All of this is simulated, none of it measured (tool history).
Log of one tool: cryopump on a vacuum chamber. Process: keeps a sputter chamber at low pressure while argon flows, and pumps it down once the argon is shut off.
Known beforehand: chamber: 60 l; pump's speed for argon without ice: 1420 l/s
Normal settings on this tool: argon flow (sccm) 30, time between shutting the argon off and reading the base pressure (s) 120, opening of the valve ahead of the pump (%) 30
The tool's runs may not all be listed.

run	day	argon flow (sccm)	time between shutting the argon off and reading the base pressure (s)	opening of the valve ahead of the pump (%)	pressure while argon flows (Pa)	pressure after the wait (uPa)
1	0.000	30	120	30	0.1294	0.76
2	1.088	30	120	30	0.1305	0.79
3	1.808	31	120	30	0.1371	0.81
4	2.362	31	120	19	0.2073	0.79
5	3.638	31	120	15	0.2595	0.82
6	4.862	30	21	30	0.1336	2.82
7	6.058	30	21	30	0.1348	2.85
8	7.400	30	120	16	0.2418	0.94
# day 8.275: pump warmed up, emptied and cooled again
9	8.754	45	29	24	0.2249	2.05
10	9.362	30	120	31	0.1152	0.71
11	10.683	14	38	15	0.1121	1.65
12	11.596	53	176	42	0.1553	0.59
13	12.679	53	176	42	0.1560	0.62
14	13.250	53	176	42	0.1556	0.60
15	14.217	30	56	50	0.0749	1.29
16	14.883	53	60	28	0.2319	1.20

Branching from run 16: 3 alternative next runs. What would each branch give?
A	16.017	24	183	23	?	?
B	16.017	14	242	21	?	?
C	16.017	16	120	30	?	?

run	pressure while argon flows (Pa)	pressure after the wait (uPa)
A	0.1265	0.63
B	0.0828	0.56
C	0.0667	0.76
Take away the tool's hidden state, keep each run's random variation, and the runs would have read:
run	pressure while argon flows (Pa)	pressure after the wait (uPa)
A	0.1225	0.50
B	0.0805	0.42
C	0.0640	0.62
